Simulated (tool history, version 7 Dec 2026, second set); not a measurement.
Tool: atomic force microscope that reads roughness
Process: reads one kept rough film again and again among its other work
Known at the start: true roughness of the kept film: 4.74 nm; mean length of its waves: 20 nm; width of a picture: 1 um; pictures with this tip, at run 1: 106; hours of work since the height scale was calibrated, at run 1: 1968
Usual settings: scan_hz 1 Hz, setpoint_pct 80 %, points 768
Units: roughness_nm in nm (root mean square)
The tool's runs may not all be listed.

run,hour,scan_hz,setpoint_pct,points,pictures with this tip,hours of work since the height scale was calibrated,roughness_nm
1,0,1,80,768,106,1968,2.328
# hour 4.6: new tip fitted
# hour 64: new tip fitted
2,72.6,1,80,768,18,2023,3.265
# hour 119.3: new tip fitted
3,130.7,1,80,768,24,2067,3.173
# hour 176.7: new tip fitted
4,194.3,1,80,768,37,2115,3.028
# hour 233.5: new tip fitted
5,235.6,1,80,490,4,2146,3.478
6,278.2,1,80,768,93,2179,2.387
# hour 292.8: new tip fitted
7,342.3,1,80,768,103,2227,2.259
# hour 348.7: new tip fitted
8,402.8,1,80,768,113,2273,2.209

Run 9 comes next. What will it give?
# hour 410.2: new tip fitted
# hour 465.6: new tip fitted
9,468.2,1.51,84,515,6,2322,?

roughness_nm: 3.297 nm (root mean square)
Without the tool's hidden state the same run would have given roughness_nm 3.428 nm (root mean square).
